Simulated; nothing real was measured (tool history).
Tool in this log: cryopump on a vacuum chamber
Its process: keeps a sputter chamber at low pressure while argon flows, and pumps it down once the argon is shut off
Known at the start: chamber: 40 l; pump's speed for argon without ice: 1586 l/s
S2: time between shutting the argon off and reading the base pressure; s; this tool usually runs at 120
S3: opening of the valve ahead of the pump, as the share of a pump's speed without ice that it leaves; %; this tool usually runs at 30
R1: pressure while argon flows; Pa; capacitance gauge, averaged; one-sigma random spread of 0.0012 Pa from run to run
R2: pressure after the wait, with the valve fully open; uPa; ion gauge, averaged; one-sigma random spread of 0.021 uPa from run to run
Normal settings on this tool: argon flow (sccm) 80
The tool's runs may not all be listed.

run 1 hour=0 | argon_flow_(sccm)=80 S2=120 S3=30 | R1=0.2993 R2=2.16
run 2 hour=74 | argon_flow_(sccm)=80 S2=120 S3=30 | R1=0.3012 R2=2.22
-- hour=129.9 pump warmed up, emptied and cooled again
run 3 hour=152.2 | argon_flow_(sccm)=80 S2=120 S3=30 | R1=0.2866 R2=1.97
run 4 hour=202.7 | argon_flow_(sccm)=80 S2=120 S3=30 | R1=0.2868 R2=2.01
run 5 hour=260.6 | argon_flow_(sccm)=80 S2=120 S3=30 | R1=0.2876 R2=2.11
run 6 hour=308.4 | argon_flow_(sccm)=80 S2=120 S3=30 | R1=0.2864 R2=2.06
run 7 hour=358.8 | argon_flow_(sccm)=80 S2=120 S3=30 | R1=0.2899 R2=2.14
run 8 hour=393.7 | argon_flow_(sccm)=80 S2=62 S3=30 | R1=0.2912 R2=2.5
run 9 hour=438.1 | argon_flow_(sccm)=80 S2=58 S3=30 | R1=0.2899 R2=2.56
run 10 hour=498.7 | argon_flow_(sccm)=80 S2=58 S3=30 | R1=0.2937 R2=2.57
run 11 hour=571.1 | argon_flow_(sccm)=80 S2=25 S3=30 | R1=0.2936 R2=3.28
run 12 hour=624 | argon_flow_(sccm)=80 S2=27 S3=30 | R1=0.2943 R2=3.28
run 13 hour=691.5 | argon_flow_(sccm)=80 S2=27 S3=30 | R1=0.2991 R2=3.31
run 14 hour=725.2 | argon_flow_(sccm)=80 S2=120 S3=30 | R1=0.2992 R2=2.45
run 15 hour=787.4 | argon_flow_(sccm)=80 S2=120 S3=30 | R1=0.2978 R2=2.52
run 16 hour=822.8 | argon_flow_(sccm)=80 S2=120 S3=30 | R1=0.3011 R2=2.61
run 17 hour=885.9 | argon_flow_(sccm)=80 S2=120 S3=30 | R1=0.3032 R2=2.66
-- hour=952.1 pump warmed up, emptied and cooled again
run 18 hour=960.7 | argon_flow_(sccm)=80 S2=120 S3=30 | R1=0.2859 R2=2.31
run 19 hour=1031.4 | argon_flow_(sccm)=93 S2=120 S3=30 | R1=0.3351 R2=2.29
run 20 hour=1064.6 | argon_flow_(sccm)=80 S2=39 S3=51 | R1=0.1701 R2=2.92
run 21 hour=1119.5 | argon_flow_(sccm)=36 S2=39 S3=40 | R1=0.0985 R2=2.95
run 22 hour=1179.7 | argon_flow_(sccm)=51 S2=73 S3=38 | R1=0.1466 R2=2.68
run 23 hour=1248.9 | argon_flow_(sccm)=105 S2=120 S3=16 | R1=0.7076 R2=2.55
run 24 hour=1288.8 | argon_flow_(sccm)=105 S2=21 S3=55 | R1=0.2134 R2=3.71
run 25 hour=1332.3 | argon_flow_(sccm)=105 S2=21 S3=55 | R1=0.2147 R2=3.79
run 26 hour=1384 | argon_flow_(sccm)=80 S2=98 S3=30 | R1=0.293 R2=2.67
run 27 hour=1414.1 | argon_flow_(sccm)=40 S2=28 S3=22 | R1=0.1978 R2=3.48
run 28 hour=1484.4 | argon_flow_(sccm)=59 S2=120 S3=30 | R1=0.2209 R2=2.81
run 29 hour=1539.9 | argon_flow_(sccm)=52 S2=50 S3=30 | R1=0.1939 R2=3.18
run 30 hour=1582.4 | argon_flow_(sccm)=52 S2=50 S3=30 | R1=0.1938 R2=3.2
run 31 hour=1638.2 | argon_flow_(sccm)=131 S2=81 S3=25 | R1=0.5849 R2=3.1
run 32 hour=1687.5 | argon_flow_(sccm)=102 S2=183 S3=25 | R1=0.4569 R2=2.88
run 33 hour=1759.6 | argon_flow_(sccm)=102 S2=183 S3=25 | R1=0.4598 R2=2.93
-- hour=1773.9 pump warmed up, emptied and cooled again
run 34 hour=1795.3 | argon_flow_(sccm)=34 S2=50 S3=48 | R1=0.0762 R2=3.06

Below are 3 alternative next runs, each starting from the tool's condition after run 34. Predict each:
run A hour=1844.8 | argon_flow_(sccm)=143 S2=85 S3=21 | R1=? R2=?
run B hour=1844.8 | argon_flow_(sccm)=34 S2=50 S3=20 | R1=? R2=?
run C hour=1844.8 | argon_flow_(sccm)=34 S2=36 S3=48 | R1=? R2=?

run=A R1=0.7299 R2=2.79
run=B R1=0.1826 R2=3
run=C R1=0.077 R2=3.28
Take away the tool's hidden state, keep each run's random variation, and the runs would have read:
run=A R1=0.7251 R2=0.57
run=B R1=0.1815 R2=0.78
run=C R1=0.0759 R2=1.05

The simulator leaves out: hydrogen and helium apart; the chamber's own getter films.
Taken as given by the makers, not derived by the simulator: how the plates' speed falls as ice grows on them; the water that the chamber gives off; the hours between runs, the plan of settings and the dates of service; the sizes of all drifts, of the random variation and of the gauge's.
